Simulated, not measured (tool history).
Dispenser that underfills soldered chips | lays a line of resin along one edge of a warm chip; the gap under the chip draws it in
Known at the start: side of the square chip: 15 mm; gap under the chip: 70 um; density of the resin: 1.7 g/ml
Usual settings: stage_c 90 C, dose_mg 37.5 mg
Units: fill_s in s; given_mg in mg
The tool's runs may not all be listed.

run	hour	stage_c	dose_mg	fill_s	given_mg
1	0	90	37.5	300.7	36.05
2	3.5	90	42.3	326.1	40.96
# hour 4.1: new syringe of resin
3	8.3	90	37.5	302.7	35.96
# hour 12.6: new syringe of resin
4	12.6	90	37.5	261.8	35.65
5	16.1	102	37.5	190.8	36.13
6	20.6	75	37.5	616.1	35.74
# hour 21.2: new syringe of resin
7	24.5	75	37.5	519.5	35.6
8	28.8	84	37.5	424.2	35.73
# hour 29.6: new syringe of resin
9	32.9	84	37.5	367.7	35.35
10	37.3	84	37.5	426.2	35.59
# hour 38.3: new syringe of resin
11	41.6	90	44.8	288.9	42.38
12	43.9	90	39.8	316.2	37.37
# hour 46.7: new syringe of resin
13	46.9	90	43.4	265.2	40.82
14	49.3	95	48.8	239.2	45.86
15	53.3	76	48.8	548.4	45.8
# hour 55.3: new syringe of resin
16	57.5	95	34.5	251.9	32.04
17	60.7	91	34.8	313.8	32.07
18	63.1	91	37	336	34.35
# hour 63.8: new syringe of resin
19	67.7	91	37	296.9	34.03
# hour 72.2: new syringe of resin
20	72.2	91	37	261.6	34.2
21	74.2	96	43	224.4	39.41
22	77	87	45.2	340.1	41.42

Forecast each of these 4 alternatives for the next run:
A	79.6	86	33.1	?	?
B	79.6	103	39.9	?	?
C	79.6	85	36.7	?	?
D	79.6	101	45.4	?	?

run	fill_s	given_mg
A	412.2	30.43
B	209.6	36.75
C	422.3	33.7
D	223	41.43
Without the tool's hidden state the same runs would have given:
run	fill_s	given_mg
A	305.7	33.1
B	158.5	39.98
C	316.6	36.66
D	170.1	45.08
